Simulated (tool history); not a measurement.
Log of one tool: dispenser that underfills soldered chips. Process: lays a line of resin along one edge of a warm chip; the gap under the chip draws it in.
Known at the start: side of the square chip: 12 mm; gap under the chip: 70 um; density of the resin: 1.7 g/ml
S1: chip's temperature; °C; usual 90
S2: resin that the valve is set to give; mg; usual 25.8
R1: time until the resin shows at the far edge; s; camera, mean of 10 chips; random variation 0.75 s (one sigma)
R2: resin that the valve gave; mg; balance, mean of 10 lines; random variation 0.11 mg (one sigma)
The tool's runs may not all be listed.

run   hour   S1    S2     R1     R2
  1    0.0   90  25.8   72.0  25.52
  2    8.7   90  27.3  105.2  27.05
      17.8  -- new syringe of resin
  3   25.2   90  27.3   86.7  26.75
  4   34.7   90  25.8  135.3  24.99
      37.9  -- new syringe of resin
  5   47.4   90  25.8   95.7  25.21
      59.2  -- new syringe of resin
  6   62.8   90  25.8   73.4  25.18
      79.4  -- new syringe of resin
  7   79.4   90  25.8   63.7  25.11
  8   92.4   80  25.8  171.3  24.73
      99.7  -- new syringe of resin
  9  105.8   80  25.8  127.3  24.72
     114.4  -- dispensing valve cleaned and set on the balance
     121.3  -- new syringe of resin
 10  123.4   80  25.8  103.9  25.74
 11  131.6   85  25.8  120.1  25.70
     141.6  -- new syringe of resin
 12  145.6   85  25.8   92.9  25.43
 13  155.2   86  25.8  137.4  25.66
     162.4  -- new syringe of resin
 14  164.8   86  25.8   81.8  25.39
 15  174.2   97  33.4   77.8  32.78
     183.3  -- new syringe of resin
 16  186.8  101  30.9   46.6  30.12
 17  194.2   89  26.9  102.9  26.19
 18  202.5   85  28.2  175.0  27.46
     204.4  -- new syringe of resin
 19  214.2   97  30.7   71.1  29.92
     225.5  -- new syringe of resin
 20  228.4   97  30.7   52.2  29.69
 21  243.0   97  30.7  100.4  29.68
     246.0  -- new syringe of resin
 22  256.0   83  30.7  125.0  29.38
     266.3  -- dispensing valve cleaned and set on the balance
     268.0  -- new syringe of resin
 23  270.5   83  30.7   87.9  30.61
 24  284.4   83  30.7  169.3  30.60
     288.1  -- new syringe of resin
 25  293.6   83  30.7  100.5  30.22
 26  305.9   83  29.5  177.6  29.03
     308.7  -- new syringe of resin
 27  321.9   85  26.0  132.8  25.76
     328.9  -- new syringe of resin
 28  336.9   85  26.0  104.5  25.65

Forecast each of these 4 alternatives for the next run:
     349.4  -- new syringe of resin
  A  353.4  103  25.4   ?   ?
     349.4  -- new syringe of resin
  B  353.4   79  27.6   ?   ?
     349.4  -- new syringe of resin
  C  353.4   90  24.7   ?   ?
     349.4  -- new syringe of resin
  D  353.4   99  22.4   ?   ?

run     R1     R2
  A   44.2  24.61
  B  112.2  27.12
  C   74.8  24.30
  D   53.6  21.81
Without the tool's hidden state the same runs would have given:
run     R1     R2
  A   41.1  25.21
  B  106.3  27.77
  C   70.1  24.88
  D   49.8  22.34
